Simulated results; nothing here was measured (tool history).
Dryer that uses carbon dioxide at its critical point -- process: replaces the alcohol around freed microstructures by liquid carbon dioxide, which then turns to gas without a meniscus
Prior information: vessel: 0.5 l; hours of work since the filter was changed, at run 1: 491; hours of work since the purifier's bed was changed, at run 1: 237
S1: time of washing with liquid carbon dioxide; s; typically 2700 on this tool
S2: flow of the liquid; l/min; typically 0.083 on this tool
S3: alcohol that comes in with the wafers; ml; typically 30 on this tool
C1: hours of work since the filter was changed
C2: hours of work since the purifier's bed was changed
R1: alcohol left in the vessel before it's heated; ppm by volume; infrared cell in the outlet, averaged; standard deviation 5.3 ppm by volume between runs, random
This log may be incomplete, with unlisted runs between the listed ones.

Run 1, hour 0: usual settings; C1 491; C2 237. Result: R1 218 ppm by volume.
Run 2, hour 6.5: usual settings but S2 0.0593 l/min; C1 496; C2 241. Result: R1 889 ppm by volume.
Run 3, hour 13.9: usual settings but S2 0.0593 l/min; C1 501; C2 247. Result: R1 874 ppm by volume.
Run 4, hour 20.5: usual settings but S1 1680 s, S2 0.0593 l/min; C1 506; C2 251. Result: R1 4225 ppm by volume.
Run 5, hour 28.6: usual settings; C1 512; C2 257. Result: R1 218 ppm by volume.
Run 6, hour 34.5: usual settings; C1 516; C2 261. Result: R1 227 ppm by volume.
Run 7, hour 43.4: usual settings; C1 522; C2 268. Result: R1 221 ppm by volume.
Run 8, hour 51.4: usual settings but S2 0.1146 l/min; C1 528; C2 274. Result: R1 88 ppm by volume.
Run 9, hour 62.1: usual settings but S2 0.1146 l/min; C1 536; C2 281. Result: R1 83 ppm by volume.
Run 10, hour 73.1: usual settings but S2 0.1146 l/min; C1 544; C2 289. Result: R1 69 ppm by volume.
Run 11, hour 82.2: usual settings but S2 0.1146 l/min; C1 550; C2 296. Result: R1 81 ppm by volume.
Run 12, hour 88.7: usual settings but S2 0.1146 l/min; C1 555; C2 301. Result: R1 78 ppm by volume.
Run 13, hour 96.3: usual settings but S2 0.1146 l/min; C1 560; C2 306. Result: R1 87 ppm by volume.
Run 14, hour 106.1: usual settings but S2 0.1146 l/min; C1 567; C2 313. Result: R1 82 ppm by volume.
Run 15, hour 111.9: usual settings but S2 0.1146 l/min; C1 572; C2 317. Result: R1 80 ppm by volume.
Run 16, hour 121: usual settings but S2 0.0766 l/min; C1 578; C2 324. Result: R1 346 ppm by volume.
Run 17, hour 125.6: usual settings but S2 0.0766 l/min; C1 582; C2 327. Result: R1 345 ppm by volume.
At hour 128.7: inlet filter changed.
Run 18, hour 137.1: usual settings but S2 0.0766 l/min; C1 6; C2 335. Result: R1 256 ppm by volume.
Run 19, hour 141.9: usual settings but S2 0.0766 l/min; C1 10; C2 338. Result: R1 262 ppm by volume.
Run 20, hour 151: usual settings but S2 0.0766 l/min; C1 16; C2 345. Result: R1 256 ppm by volume.
Run 21, hour 160.5: usual settings but S2 0.0766 l/min; C1 23; C2 351. Result: R1 257 ppm by volume.

For run 22, what comes out?
Run 22, hour 171.7: usual settings but S1 1740 s, S2 0.129 l/min, S3 104 ml; C1 31; C2 360. Result: R1 ?.

{"run 22": {"R1": 537}}
Had the tool carried no hidden state, the very same run would have given R1 444 ppm by volume.
